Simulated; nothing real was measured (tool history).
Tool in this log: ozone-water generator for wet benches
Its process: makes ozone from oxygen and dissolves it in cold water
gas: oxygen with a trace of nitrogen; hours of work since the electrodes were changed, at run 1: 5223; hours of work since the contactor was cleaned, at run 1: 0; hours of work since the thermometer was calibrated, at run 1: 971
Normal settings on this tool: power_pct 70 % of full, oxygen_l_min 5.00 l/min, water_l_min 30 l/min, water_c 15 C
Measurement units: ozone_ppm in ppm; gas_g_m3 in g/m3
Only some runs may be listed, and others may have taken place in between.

run	hour	power_pct	oxygen_l_min	water_l_min	water_c	hours of work since the electrodes were changed	hours of work since the contactor was cleaned	hours of work since the thermometer was calibrated	ozone_ppm	gas_g_m3
1	0.0	70	5.00	30	15	5223	0	971	13.0	139.6
2	171.2	70	5.00	30	15	5391	168	1139	12.9	137.7
3	256.2	70	5.00	30	15	5474	251	1222	12.7	137.8
4	411.6	70	5.00	30	15	5626	403	1374	12.8	136.9
5	576.0	70	8.71	30	15	5787	564	1535	13.5	105.6
6	695.9	70	3.90	30	15	5905	681	1652	11.7	151.4
7	859.7	70	3.90	30	15	6065	842	1813	11.7	149.5
8	1037.6	70	3.90	30	15	6239	1016	1987	11.6	150.6
9	1153.3	70	3.90	30	15	6352	1129	2100	11.3	150.3
10	1343.4	70	5.00	30	15	6538	1315	2286	11.7	130.7
11	1513.0	73	5.00	30	15	6704	1481	2452	12.0	135.5
# hour 1560.2: electrodes of the discharge changed
12	1629.0	73	5.00	30	15	67	1589	2560	16.4	181.5
13	1709.1	70	5.00	30	15	146	1667	2638	15.6	171.7
14	1900.4	70	5.00	30	15	333	1854	2825	15.7	170.5
15	1990.2	70	5.00	30	15	421	1942	2913	15.5	169.6
16	2078.4	70	3.06	30	7	507	2028	2999	14.0	213.9
17	2207.3	70	3.65	19	17	633	2155	3126	21.4	194.3
18	2287.0	43	5.00	30	15	711	2233	3204	9.7	108.9
19	2380.3	67	3.07	30	15	803	2324	3295	12.6	202.0
20	2566.8	51	4.49	29	12	985	2507	3478	11.7	131.9
21	2701.1	51	4.49	29	8	1117	2638	3609	12.0	132.0
22	2801.3	51	4.49	29	8	1215	2736	3707	12.1	132.0
23	2956.9	51	4.49	29	8	1367	2888	3859	11.8	130.3
# hour 3048.9: contactor cleaned
24	3098.6	46	3.38	29	10	1502	49	3994	10.1	133.7
25	3278.2	59	3.38	43	16	1678	224	4170	7.7	167.4
26	3370.3	70	8.05	30	19	1768	315	4260	15.2	130.3

What will run 27 give?
27	3499.8	79	4.02	46	11	1895	441	4387	?	?

For run 27 the tool returned ozone_ppm 9.9 ppm, gas_g_m3 198.2 g/m3.
On a tool with no hidden condition, and with the same random variation, this run would have come out at ozone_ppm 10.9 ppm, gas_g_m3 215.6 g/m3.

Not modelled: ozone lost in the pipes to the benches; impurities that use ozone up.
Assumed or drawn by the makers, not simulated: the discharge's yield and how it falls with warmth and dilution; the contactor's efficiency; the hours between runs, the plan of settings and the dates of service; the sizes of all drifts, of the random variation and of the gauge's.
